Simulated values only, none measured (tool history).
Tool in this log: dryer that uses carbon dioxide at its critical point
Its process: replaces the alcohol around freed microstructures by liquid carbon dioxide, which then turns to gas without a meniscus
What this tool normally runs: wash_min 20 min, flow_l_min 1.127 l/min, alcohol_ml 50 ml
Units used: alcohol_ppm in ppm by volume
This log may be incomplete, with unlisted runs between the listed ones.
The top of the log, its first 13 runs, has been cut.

run     day  wash_min  flow_l_min  alcohol_ml  alcohol_ppm
 14   5.183        20       1.127          50          397
 15     5.7        20       1.127          50          406
 16   5.975        20        0.92          50          752
 17   6.583        24        0.89          22          261
 18   6.858        14       1.127          43          968
 19     7.4        31        0.97          65          226
 20   7.871        16        1.59          50          305
 21   8.483        15        1.33          69          838
 22   8.762        12        1.84          37          359
 23     9.3        12        1.84          37          358
 24   9.617        12        0.89          37         1882
 25  10.125        12        0.89          37         1993
 26  10.425        12        0.89          37         1961
 27  10.783        26        1.04          33          235
 28  11.242        26        1.04          33          229
 29  11.829        26        1.05          45          287
 30  12.079        13        1.19          45         1216
 31  12.592        13        1.19          45         1229

Each row is a separate what-if for the run after 31, all from the same tool condition, not one after another. Results?
     12.708  -- inlet filter changed
  A  12.883        20        1.62          76            ?
     12.708  -- inlet filter changed
  B  12.883        12        1.09         113            ?
     12.708  -- inlet filter changed
  C  12.883        13        1.69          45            ?
     12.708  -- inlet filter changed
  D  12.883        13         1.4          45            ?
     12.708  -- inlet filter changed
  E  12.883        20       1.127          54            ?

run  alcohol_ppm
  A          137
  B         2940
  C          307
  D          521
  E          339
Take away the tool's hidden state, keep each run's random variation, and the runs would have read:
run  alcohol_ppm
  A           56
  B         2825
  C          223
  D          435
  E          256

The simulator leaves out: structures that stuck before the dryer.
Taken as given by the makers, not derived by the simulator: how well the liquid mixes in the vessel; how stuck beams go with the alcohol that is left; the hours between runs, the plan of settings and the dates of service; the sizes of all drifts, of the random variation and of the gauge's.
